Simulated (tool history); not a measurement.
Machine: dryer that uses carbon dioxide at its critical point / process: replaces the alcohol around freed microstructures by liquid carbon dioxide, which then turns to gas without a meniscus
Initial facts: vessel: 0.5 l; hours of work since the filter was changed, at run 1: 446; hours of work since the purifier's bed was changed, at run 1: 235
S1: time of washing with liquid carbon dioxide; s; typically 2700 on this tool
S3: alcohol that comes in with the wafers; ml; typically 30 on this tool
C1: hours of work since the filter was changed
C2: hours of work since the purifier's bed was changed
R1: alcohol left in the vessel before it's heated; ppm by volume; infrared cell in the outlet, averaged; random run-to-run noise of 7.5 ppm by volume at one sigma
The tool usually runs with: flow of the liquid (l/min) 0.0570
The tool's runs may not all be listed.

{"run": 1, "hour": 0.0, "S1": 2700, "flow of the liquid (l/min)": 0.057, "S3": 30, "C1": 446, "C2": 235, "R1": 939}
{"run": 2, "hour": 14.2, "S1": 2700, "flow of the liquid (l/min)": 0.057, "S3": 30, "C1": 453, "C2": 242, "R1": 958}
{"run": 3, "hour": 27.8, "S1": 2700, "flow of the liquid (l/min)": 0.057, "S3": 78, "C1": 460, "C2": 249, "R1": 2347}
{"run": 4, "hour": 42.5, "S1": 2700, "flow of the liquid (l/min)": 0.057, "S3": 78, "C1": 467, "C2": 256, "R1": 2362}
{"hour": 48.9, "done": "inlet filter changed"}
{"run": 5, "hour": 61.0, "S1": 2700, "flow of the liquid (l/min)": 0.057, "S3": 78, "C1": 6, "C2": 265, "R1": 1056}
{"run": 6, "hour": 81.1, "S1": 2700, "flow of the liquid (l/min)": 0.057, "S3": 78, "C1": 16, "C2": 275, "R1": 1040}
{"run": 7, "hour": 99.6, "S1": 2700, "flow of the liquid (l/min)": 0.057, "S3": 78, "C1": 25, "C2": 284, "R1": 1074}
{"run": 8, "hour": 114.0, "S1": 2700, "flow of the liquid (l/min)": 0.057, "S3": 78, "C1": 32, "C2": 291, "R1": 1080}
{"run": 9, "hour": 130.4, "S1": 2700, "flow of the liquid (l/min)": 0.0623, "S3": 30, "C1": 40, "C2": 299, "R1": 312}
{"run": 10, "hour": 158.4, "S1": 2700, "flow of the liquid (l/min)": 0.0623, "S3": 30, "C1": 54, "C2": 312, "R1": 316}
{"run": 11, "hour": 170.5, "S1": 2700, "flow of the liquid (l/min)": 0.0623, "S3": 97, "C1": 60, "C2": 318, "R1": 906}
{"run": 12, "hour": 197.7, "S1": 2700, "flow of the liquid (l/min)": 0.0623, "S3": 97, "C1": 73, "C2": 332, "R1": 897}
{"run": 13, "hour": 213.7, "S1": 2700, "flow of the liquid (l/min)": 0.0623, "S3": 97, "C1": 81, "C2": 339, "R1": 934}
{"run": 14, "hour": 226.2, "S1": 4020, "flow of the liquid (l/min)": 0.057, "S3": 30, "C1": 87, "C2": 346, "R1": 113}
{"run": 15, "hour": 240.8, "S1": 4020, "flow of the liquid (l/min)": 0.057, "S3": 30, "C1": 94, "C2": 353, "R1": 122}
{"run": 16, "hour": 258.3, "S1": 4020, "flow of the liquid (l/min)": 0.057, "S3": 30, "C1": 102, "C2": 361, "R1": 121}
{"run": 17, "hour": 270.5, "S1": 1800, "flow of the liquid (l/min)": 0.057, "S3": 74, "C1": 108, "C2": 367, "R1": 5514}
{"run": 18, "hour": 283.2, "S1": 1800, "flow of the liquid (l/min)": 0.057, "S3": 74, "C1": 115, "C2": 373, "R1": 5654}
{"run": 19, "hour": 305.1, "S1": 4020, "flow of the liquid (l/min)": 0.0579, "S3": 100, "C1": 125, "C2": 384, "R1": 220}
{"run": 20, "hour": 318.4, "S1": 4020, "flow of the liquid (l/min)": 0.0579, "S3": 105, "C1": 132, "C2": 391, "R1": 224}
{"run": 21, "hour": 341.5, "S1": 4020, "flow of the liquid (l/min)": 0.0614, "S3": 105, "C1": 143, "C2": 402, "R1": 184}
{"run": 22, "hour": 368.6, "S1": 2160, "flow of the liquid (l/min)": 0.0355, "S3": 46, "C1": 156, "C2": 415, "R1": 8502}
{"run": 23, "hour": 383.7, "S1": 2160, "flow of the liquid (l/min)": 0.0355, "S3": 46, "C1": 164, "C2": 423, "R1": 8772}
{"run": 24, "hour": 398.7, "S1": 2820, "flow of the liquid (l/min)": 0.0343, "S3": 34, "C1": 171, "C2": 430, "R1": 3514}
{"run": 25, "hour": 426.5, "S1": 2820, "flow of the liquid (l/min)": 0.0477, "S3": 40, "C1": 185, "C2": 444, "R1": 1366}
{"run": 26, "hour": 445.3, "S1": 2640, "flow of the liquid (l/min)": 0.0377, "S3": 26, "C1": 194, "C2": 453, "R1": 2559}
{"run": 27, "hour": 459.9, "S1": 3600, "flow of the liquid (l/min)": 0.0594, "S3": 31, "C1": 201, "C2": 460, "R1": 190}
{"run": 28, "hour": 480.9, "S1": 2700, "flow of the liquid (l/min)": 0.0528, "S3": 29, "C1": 211, "C2": 470, "R1": 852}
{"run": 29, "hour": 501.1, "S1": 2640, "flow of the liquid (l/min)": 0.0765, "S3": 110, "C1": 221, "C2": 480, "R1": 547}
{"run": 30, "hour": 513.1, "S1": 2640, "flow of the liquid (l/min)": 0.0765, "S3": 110, "C1": 227, "C2": 486, "R1": 558}
{"run": 31, "hour": 526.5, "S1": 2100, "flow of the liquid (l/min)": 0.0342, "S3": 31, "C1": 234, "C2": 493, "R1": 7216}

Hidden state or all else? Some run-to-run changes of R1, split into what the settings, what came in and random variation would give without the hidden state, and what is left for the hidden state (with any gauge scatter that isn't in both results):
The hidden state here: flow that reaches the vessel past the clogged filter, %; alcohol in the recycled carbon dioxide, ppm; drift of the gauge itself on alcohol_ppm, %.
Run 4 -> 5: inlet filter changed. R1 -1306 ppm by volume: hidden state -1345, all else +39.
Run 18 -> 19: S1 1800 -> 4020, flow of the liquid (l/min) 0.0570 -> 0.0579, S3 74 -> 100. R1 -5434 ppm by volume: hidden state -707, all else -4727.
Run 21 -> 22: S1 4020 -> 2160, flow of the liquid (l/min) 0.0614 -> 0.0355, S3 105 -> 46. R1 +8318 ppm by volume: hidden state +1114, all else +7204.
Run 30 -> 31: S1 2640 -> 2100, flow of the liquid (l/min) 0.0765 -> 0.0342, S3 110 -> 31. R1 +6658 ppm by volume: hidden state +1104, all else +5554.

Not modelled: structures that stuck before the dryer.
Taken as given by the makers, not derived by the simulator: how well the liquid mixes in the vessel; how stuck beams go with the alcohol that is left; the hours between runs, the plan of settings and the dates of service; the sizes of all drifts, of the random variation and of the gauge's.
